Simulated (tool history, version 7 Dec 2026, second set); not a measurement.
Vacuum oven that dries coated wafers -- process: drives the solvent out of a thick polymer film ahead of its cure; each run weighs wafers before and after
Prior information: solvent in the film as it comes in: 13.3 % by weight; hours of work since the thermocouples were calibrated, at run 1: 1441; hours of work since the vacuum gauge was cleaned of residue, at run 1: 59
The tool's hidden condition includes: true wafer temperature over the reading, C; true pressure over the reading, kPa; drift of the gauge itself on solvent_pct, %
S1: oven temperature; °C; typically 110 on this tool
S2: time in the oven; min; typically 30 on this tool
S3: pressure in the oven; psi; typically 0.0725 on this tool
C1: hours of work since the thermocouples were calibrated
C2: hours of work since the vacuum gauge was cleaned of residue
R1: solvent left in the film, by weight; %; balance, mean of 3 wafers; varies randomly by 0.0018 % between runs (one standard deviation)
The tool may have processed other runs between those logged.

run,hour,S1,S2,S3,C1,C2,R1
1,0.0,110,30,0.0725,1441,59,0.546
2,33.8,110,30,0.0725,1457,76,0.544
3,58.9,110,28,0.0725,1470,88,0.647
# hour 71.8: oven's thermocouples calibrated
4,84.9,110,28,0.0725,6,100,0.648
5,114.1,110,28,0.0725,21,114,0.644
6,134.2,110,28,0.0725,31,124,0.646
7,168.4,110,28,0.0629,47,141,0.628
8,192.6,110,30,0.1555,59,153,0.717
9,210.2,106,30,0.0725,68,162,0.956
10,227.9,110,30,0.0725,77,170,0.547
11,244.3,110,30,0.1297,85,178,0.664
12,265.8,110,30,0.1297,95,189,0.665
13,283.7,110,41,0.0725,104,198,0.271
14,303.6,122,30,0.0725,114,207,0.120
15,332.0,122,30,0.0725,128,221,0.120
16,352.8,122,30,0.0725,138,232,0.117
17,382.6,122,30,0.0725,153,246,0.121
18,412.6,110,30,0.1127,168,261,0.629
19,440.6,110,30,0.1127,181,275,0.630
20,472.8,110,30,0.1127,197,291,0.632
21,499.4,110,30,0.0502,210,304,0.501
22,526.4,110,30,0.0502,224,317,0.503
23,553.7,105,40,0.0725,237,330,0.578
24,582.7,105,40,0.0725,251,345,0.581
25,597.8,105,40,0.0725,259,352,0.580
26,625.4,110,20,0.1294,272,366,1.446
27,658.3,110,20,0.1294,288,382,1.450
28,683.8,118,20,0.2139,301,394,0.678
29,699.6,117,30,0.0725,309,402,0.202
30,717.3,120,19,0.2113,317,411,0.589
31,744.1,120,19,0.2113,331,424,0.594
32,760.1,120,19,0.2113,338,432,0.593
33,776.9,114,31,0.0725,347,440,0.285
34,812.6,114,31,0.0725,364,458,0.281
35,831.7,116,30,0.0756,374,467,0.238
36,864.0,116,30,0.0779,390,483,0.239
37,886.9,116,30,0.0779,401,494,0.243
38,912.9,104,24,0.1523,414,507,2.020
39,945.9,102,15,0.0677,430,523,3.980
40,973.3,100,20,0.2326,443,537,3.709
41,1002.0,100,20,0.2326,457,551,3.711
42,1034.4,100,18,0.1067,473,567,3.833
43,1064.2,97,16,0.0506,488,581,4.894

Consider 5 possible next runs. They are alternatives, not a sequence: every one starts from the tool as it was left by run 43. What does each give?
A,1084.0,117,48,0.0377,498,591,?
B,1084.0,110,21,0.2074,498,591,?
C,1084.0,109,31,0.0725,498,591,?
D,1084.0,106,30,0.0725,498,591,?
E,1084.0,110,16,0.0512,498,591,?

run,R1
A,0.063
B,1.474
C,0.588
D,0.954
E,1.954
With the hidden condition removed and each run's random variation left untouched, the same runs would have given:
run,R1
A,0.063
B,1.475
C,0.588
D,0.954
E,1.954
